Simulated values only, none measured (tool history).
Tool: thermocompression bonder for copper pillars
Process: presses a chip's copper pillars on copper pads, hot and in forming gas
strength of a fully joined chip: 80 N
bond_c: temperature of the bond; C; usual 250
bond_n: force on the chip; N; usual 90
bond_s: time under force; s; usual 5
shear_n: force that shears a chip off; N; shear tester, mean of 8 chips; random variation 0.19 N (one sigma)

{"run": 1, "hour": 0.0, "bond_c": 250, "bond_n": 90, "bond_s": 5, "shear_n": 41.2}
{"run": 2, "hour": 15.8, "bond_c": 250, "bond_n": 90, "bond_s": 7, "shear_n": 46.0}
{"run": 3, "hour": 29.3, "bond_c": 250, "bond_n": 119, "bond_s": 5, "shear_n": 47.7}
{"run": 4, "hour": 44.1, "bond_c": 250, "bond_n": 90, "bond_s": 5, "shear_n": 41.0}
{"run": 5, "hour": 54.1, "bond_c": 250, "bond_n": 90, "bond_s": 5, "shear_n": 40.9}
{"run": 6, "hour": 62.5, "bond_c": 250, "bond_n": 90, "bond_s": 5, "shear_n": 40.6}
{"run": 7, "hour": 78.7, "bond_c": 250, "bond_n": 90, "bond_s": 5, "shear_n": 40.4}
{"run": 8, "hour": 93.5, "bond_c": 250, "bond_n": 90, "bond_s": 5, "shear_n": 40.4}
{"run": 9, "hour": 108.3, "bond_c": 265, "bond_n": 90, "bond_s": 4, "shear_n": 43.9}
{"run": 10, "hour": 120.3, "bond_c": 265, "bond_n": 78, "bond_s": 4, "shear_n": 40.6}
{"run": 11, "hour": 128.5, "bond_c": 265, "bond_n": 78, "bond_s": 4, "shear_n": 40.6}
{"run": 12, "hour": 140.2, "bond_c": 228, "bond_n": 79, "bond_s": 5, "shear_n": 27.4}
{"run": 13, "hour": 151.8, "bond_c": 250, "bond_n": 61, "bond_s": 10, "shear_n": 39.8}
{"run": 14, "hour": 162.0, "bond_c": 233, "bond_n": 57, "bond_s": 5, "shear_n": 23.3}
{"hour": 164.0, "done": "forming gas filter changed"}
{"run": 15, "hour": 176.5, "bond_c": 261, "bond_n": 68, "bond_s": 5, "shear_n": 41.4}

3 ways to go on from here, each from the tool as it stands after run 15. What would each give?
{"run": "A", "hour": 193.0, "bond_c": 228, "bond_n": 90, "bond_s": 5, "shear_n": "?"}
{"run": "B", "hour": 193.0, "bond_c": 261, "bond_n": 68, "bond_s": 9, "shear_n": "?"}
{"run": "C", "hour": 193.0, "bond_c": 250, "bond_n": 67, "bond_s": 5, "shear_n": "?"}

run=A shear_n=31.9
run=B shear_n=50.0
run=C shear_n=35.8
Without the tool's hidden state the same runs would have given:
run=A shear_n=32.3
run=B shear_n=50.6
run=C shear_n=36.3
